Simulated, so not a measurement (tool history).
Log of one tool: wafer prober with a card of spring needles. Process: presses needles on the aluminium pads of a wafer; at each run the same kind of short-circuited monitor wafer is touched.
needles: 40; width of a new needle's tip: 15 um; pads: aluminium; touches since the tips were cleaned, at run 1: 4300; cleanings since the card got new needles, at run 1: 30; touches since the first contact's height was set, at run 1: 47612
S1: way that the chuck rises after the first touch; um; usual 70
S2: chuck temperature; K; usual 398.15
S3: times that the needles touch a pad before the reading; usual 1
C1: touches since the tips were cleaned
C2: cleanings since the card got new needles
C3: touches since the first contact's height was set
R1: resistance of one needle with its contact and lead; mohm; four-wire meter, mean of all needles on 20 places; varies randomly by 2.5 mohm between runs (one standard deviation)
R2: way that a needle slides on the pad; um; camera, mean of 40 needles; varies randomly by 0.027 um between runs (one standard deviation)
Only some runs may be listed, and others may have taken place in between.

Run 1, hour 0: usual settings; C1 4300; C2 30; C3 47612. Result: R1 332 mohm, R2 13.39 um.
At hour 5: tips cleaned on abrasive film.
Run 2, hour 17.8: usual settings; C1 4274; C2 31; C3 53541. Result: R1 328 mohm, R2 13.4 um.
At hour 24.1: tips cleaned on abrasive film.
Run 3, hour 29.6: usual settings; C1 1844; C2 32; C3 57444. Result: R1 313 mohm, R2 13.37 um.
At hour 42.3: tips cleaned on abrasive film.
Run 4, hour 42.8: usual settings; C1 165; C2 33; C3 61821. Result: R1 296 mohm, R2 13.4 um.
At hour 60.6: tips cleaned on abrasive film.
Run 5, hour 65: usual settings; C1 1477; C2 34; C3 69227. Result: R1 310 mohm, R2 13.4 um.
Run 6, hour 74.7: usual settings; C1 4726; C2 34; C3 72476. Result: R1 332 mohm, R2 13.37 um.
At hour 78.9: tips cleaned on abrasive film.
Run 7, hour 90.8: usual settings; C1 3980; C2 35; C3 77823. Result: R1 334 mohm, R2 13.34 um.
At hour 97.9: tips cleaned on abrasive film.
Run 8, hour 109.7: usual settings; C1 3946; C2 36; C3 84093. Result: R1 329 mohm, R2 13.38 um.
At hour 115.2: tips cleaned on abrasive film.
Run 9, hour 119.3: usual settings; C1 1345; C2 37; C3 87267. Result: R1 306 mohm, R2 13.3 um.
At hour 133.7: tips cleaned on abrasive film.
Run 10, hour 134: usual settings but S1 63 um; C1 99; C2 38; C3 92177. Result: R1 307 mohm, R2 11.91 um.
Run 11, hour 145.1: usual settings but S1 63 um; C1 3803; C2 38; C3 95881. Result: R1 334 mohm, R2 12 um.
At hour 152.2: tips cleaned on abrasive film.
Run 12, hour 163.3: usual settings but S1 63 um; C1 3725; C2 39; C3 101943. Result: R1 333 mohm, R2 12.01 um.
At hour 170.1: tips cleaned on abrasive film.
Run 13, hour 173.5: usual settings but S1 63 um; C1 1146; C2 40; C3 105320. Result: R1 318 mohm, R2 11.96 um.
At hour 188.5: tips cleaned on abrasive film.
Run 14, hour 196: usual settings but S1 63 um; C1 2515; C2 41; C3 112793. Result: R1 324 mohm, R2 11.98 um.
At hour 206: tips cleaned on abrasive film.
Run 15, hour 211.9: usual settings; C1 1998; C2 42; C3 118096. Result: R1 321 mohm, R2 13.29 um.
At hour 223.6: tips cleaned on abrasive film.
Run 16, hour 223.6: usual settings; C1 0; C2 43; C3 121983. Result: R1 300 mohm, R2 13.32 um.
At hour 242.2: tips cleaned on abrasive film.
Run 17, hour 245.3: usual settings; C1 1045; C2 44; C3 129191. Result: R1 311 mohm, R2 13.33 um.
At hour 259.7: tips cleaned on abrasive film.
Run 18, hour 260.1: usual settings; C1 129; C2 45; C3 134109. Result: R1 295 mohm, R2 13.26 um.
Run 19, hour 274.9: usual settings but S1 64 um; C1 5076; C2 45; C3 139056. Result: R1 343 mohm, R2 12.12 um.
At hour 277.8: tips cleaned on abrasive film.
At hour 281.5: height of the first contact set anew.
Run 20, hour 290: usual settings but S1 73 um, S2 366.15 K, S3 2; C1 3970; C2 46; C3 2841. Result: R1 304 mohm, R2 14.01 um.
At hour 295.9: tips cleaned on abrasive film.
Run 21, hour 304.2: usual settings but S1 61 um, S2 299.15 K, S3 2; C1 2787; C2 47; C3 7572. Result: R1 292 mohm, R2 11.73 um.
At hour 314: tips cleaned on abrasive film.
Run 22, hour 326.3: usual settings but S1 61 um, S2 299.15 K; C1 4114; C2 48; C3 14920. Result: R1 319 mohm, R2 11.71 um.
At hour 331.6: tips cleaned on abrasive film.
Run 23, hour 343.3: usual settings but S1 65 um, S2 299.15 K; C1 3934; C2 49; C3 20580. Result: R1 308 mohm, R2 12.51 um.
At hour 349.1: tips cleaned on abrasive film.
Run 24, hour 365.2: usual settings but S1 71 um, S2 376.15 K, S3 2; C1 5362; C2 50; C3 27855. Result: R1 310 mohm, R2 13.66 um.
At hour 366.8: tips cleaned on abrasive film.
At hour 384.9: tips cleaned on abrasive film.
Run 25, hour 386.5: usual settings but S1 71 um, S2 376.15 K, S3 2; C1 559; C2 52; C3 34939. Result: R1 291 mohm, R2 13.59 um.
At hour 403.5: tips cleaned on abrasive film.
Run 26, hour 408.2: usual settings but S1 65 um, S2 346.15 K, S3 2; C1 1587; C2 53; C3 42145. Result: R1 294 mohm, R2 12.5 um.
At hour 422.8: tips cleaned on abrasive film.
Run 27, hour 424.1: usual settings but S1 57 um, S2 318.15 K, S3 2; C1 428; C2 54; C3 47424. Result: R1 282 mohm, R2 10.93 um.
At hour 440.9: tips cleaned on abrasive film.
Run 28, hour 445.7: usual settings but S1 63 um, S2 305.15 K, S3 2; C1 1629; C2 55; C3 54632. Result: R1 287 mohm, R2 12.06 um.
At hour 459.9: tips cleaned on abrasive film.
Run 29, hour 462.1: usual settings but S1 58 um, S2 379.15 K, S3 2; C1 717; C2 56; C3 60067. Result: R1 304 mohm, R2 11.07 um.
At hour 478.5: tips cleaned on abrasive film.
Run 30, hour 484.8: usual settings but S1 53 um, S2 387.15 K, S3 2; C1 2108; C2 57; C3 67650. Result: R1 317 mohm, R2 10.14 um.
At hour 497.3: tips cleaned on abrasive film.
Run 31, hour 504.6: usual settings but S1 61 um, S2 314.15 K, S3 2; C1 2461; C2 58; C3 74229. Result: R1 297 mohm, R2 11.65 um.
At hour 515.3: tips cleaned on abrasive film.
Run 32, hour 526.9: usual settings but S1 75 um, S2 304.15 K; C1 3886; C2 59; C3 81639. Result: R1 301 mohm, R2 14.35 um.
At hour 532.8: tips cleaned on abrasive film.
Run 33, hour 548: usual settings but S1 58 um, S3 2; C1 5079; C2 60; C3 88681. Result: R1 332 mohm, R2 11.04 um.

Forecast each of these 3 alternatives for the next run:
At hour 552.1: tips cleaned on abrasive film.
Run A, hour 568.6: usual settings but S1 54 um, S2 320.15 K, S3 2; C1 5525; C2 61; C3 95529. Result: R1 ?, R2 ?.
At hour 552.1: tips cleaned on abrasive film.
Run B, hour 568.6: usual settings; C1 5525; C2 61; C3 95529. Result: R1 ?, R2 ?.
At hour 552.1: tips cleaned on abrasive film.
Run C, hour 568.6: usual settings but S1 58 um, S3 2; C1 5525; C2 61; C3 95529. Result: R1 ?, R2 ?.

run   R1     R2
  A  322  10.29
  B  333  13.34
  C  332  11.04
The same runs, with their run-to-run variation unchanged, on a tool lacking any hidden condition would have given:
run   R1     R2
  A  275  10.41
  B  290  13.46
  C  295  11.16
